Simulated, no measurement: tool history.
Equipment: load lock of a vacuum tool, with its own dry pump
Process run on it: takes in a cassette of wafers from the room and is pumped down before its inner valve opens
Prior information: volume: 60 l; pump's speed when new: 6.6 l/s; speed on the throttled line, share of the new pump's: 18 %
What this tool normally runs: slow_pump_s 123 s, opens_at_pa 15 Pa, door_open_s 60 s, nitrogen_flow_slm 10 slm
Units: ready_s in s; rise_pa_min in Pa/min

run	hour	slow_pump_s	opens_at_pa	door_open_s	nitrogen_flow_slm	incoming humidity of the room's air, %	ready_s	rise_pa_min
1	0.0	123	15	60	10	45.3	197.6	0.114
2	231.0	123	24	60	10	45.2	189.0	0.115
3	375.8	123	15	60	10	45.0	196.0	0.110
4	509.5	123	15	60	10	45.3	197.6	0.108
5	724.5	123	15	60	10	43.7	195.1	0.119
6	943.7	123	15	60	10	47.2	199.1	0.130
7	1165.7	123	15	122	10	45.3	198.6	0.136
# hour 1199.1: dry pump taken out, an overhauled one fitted
8	1301.5	123	15	30	10	46.4	182.6	0.119
9	1510.5	123	15	60	10	46.0	184.6	0.132
10	1616.7	123	11	60	10	46.0	185.1	0.132
11	1756.5	123	11	60	10	40.7	187.3	0.127
12	1982.5	123	15	60	10	46.7	183.6	0.138
13	2162.8	123	15	60	14	42.8	184.1	0.131
14	2391.5	123	15	60	14	47.9	183.2	0.144
15	2609.2	123	15	60	14	44.9	183.7	0.132
16	2763.3	123	15	60	10	45.5	185.1	0.154
17	2906.1	123	15	60	10	42.9	185.0	0.140
18	3077.9	123	15	60	10	44.9	185.4	0.151
19	3279.5	123	18	60	10	45.0	182.3	0.149
20	3505.3	116	14	60	10	49.3	180.7	0.162
21	3619.0	126	17	60	10	44.3	186.5	0.155
22	3747.0	78	15	60	10	43.2	148.8	0.164
23	3975.9	78	15	60	10	43.7	149.3	0.166
24	4165.7	112	29	32	25	41.9	171.5	0.141
25	4300.7	112	29	32	25	47.0	171.4	0.149
26	4494.2	123	15	105	9	42.9	186.9	0.179
27	4667.7	94	29	184	19	46.2	153.5	0.183
28	4767.8	96	19	172	4	46.2	163.3	0.217
29	4898.8	123	15	60	17	46.3	183.2	0.173
30	5079.4	123	15	60	17	45.9	188.2	0.171
31	5189.3	123	15	60	17	46.2	185.4	0.174
32	5381.7	116	15	60	17	49.4	182.9	0.180
33	5599.6	123	15	50	40	44.1	184.8	0.165
34	5831.2	208	15	60	5	49.0	257.2	0.211
35	5940.0	208	15	60	5	44.8	255.8	0.198
36	6121.1	208	15	60	5	47.1	259.0	0.210

How would selected steps in ready_s from run to run divide? Give the signed amount a tool lacking its hidden state would still show from settings, what came in and random variation, and the signed amount left for the hidden state, including any gauge scatter that is not in both of the compared results.
Hidden state present: pump's speed, % of a new pump's; leak at the door's seal, Pa l/s; drift of the gauge itself on ready_s, %; drift of the gauge itself on rise_pa_min, %.
Run 1 -> 2: opens_at_pa 15 -> 24. ready_s -8.6 s: hidden state -1.1, all else -7.5.
Run 2 -> 3: opens_at_pa 24 -> 15. ready_s +7.0 s: hidden state +1.5, all else +5.5.
Run 7 -> 8: door_open_s 122 -> 30, dry pump taken out, an overhauled one fitted. ready_s -16.0 s: hidden state -15.1, all else -0.9.
Run 21 -> 22: slow_pump_s 126 -> 78, opens_at_pa 17 -> 15. ready_s -37.7 s: hidden state +0.5, all else -38.2.
Run 26 -> 27: slow_pump_s 123 -> 94, opens_at_pa 15 -> 29, door_open_s 105 -> 184, nitrogen_flow_slm 9 -> 19. ready_s -33.4 s: hidden state -0.1, all else -33.3.
Run 33 -> 34: slow_pump_s 123 -> 208, door_open_s 50 -> 60, nitrogen_flow_slm 40 -> 5. ready_s +72.4 s: hidden state -0.9, all else +73.3.
